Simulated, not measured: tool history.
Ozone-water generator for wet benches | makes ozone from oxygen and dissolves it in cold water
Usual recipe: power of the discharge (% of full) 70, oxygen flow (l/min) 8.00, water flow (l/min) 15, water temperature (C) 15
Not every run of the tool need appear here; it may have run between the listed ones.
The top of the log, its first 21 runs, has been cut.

run    hour  power of the discharge (% of full)  oxygen flow (l/min)  water flow (l/min)  water temperature (C)  dissolved ozone (ppm)  ozone in the gas ahead of the water (g/m3)
 22   898.5                                  60                 4.38                  15                      9                   43.9                                       300.6
 23   947.9                                  70                11.81                  15                     14                   38.9                                       184.4
 24   983.5                                  70                 8.00                  15                     12                   44.2                                       233.6
      999.5  -- gauge calibrated
 25  1014.9                                  41                 8.00                  19                     15                   24.5                                       158.6
 26  1062.6                                  41                 6.41                  23                      9                   23.9                                       181.5
 27  1112.6                                  70                 9.10                  11                     11                   51.5                                       220.7
 28  1140.2                                  80                12.87                  11                     22                   38.8                                       195.4
 29  1165.8                                  76                 5.46                  20                     21                   36.1                                       321.3
 30  1204.7                                  55                 8.00                  15                     21                   31.2                                       198.6

What does the tool deliver on the next run?
 31  1260.9                                  55                 8.00                  15                     21                      ?                                           ?

{"run 31": {"dissolved ozone (ppm)": 31.3, "ozone in the gas ahead of the water (g/m3)": 197.5}}
With no hidden state in the tool, this same run would have given dissolved ozone (ppm) 31.3, ozone in the gas ahead of the water (g/m3) 200.4.
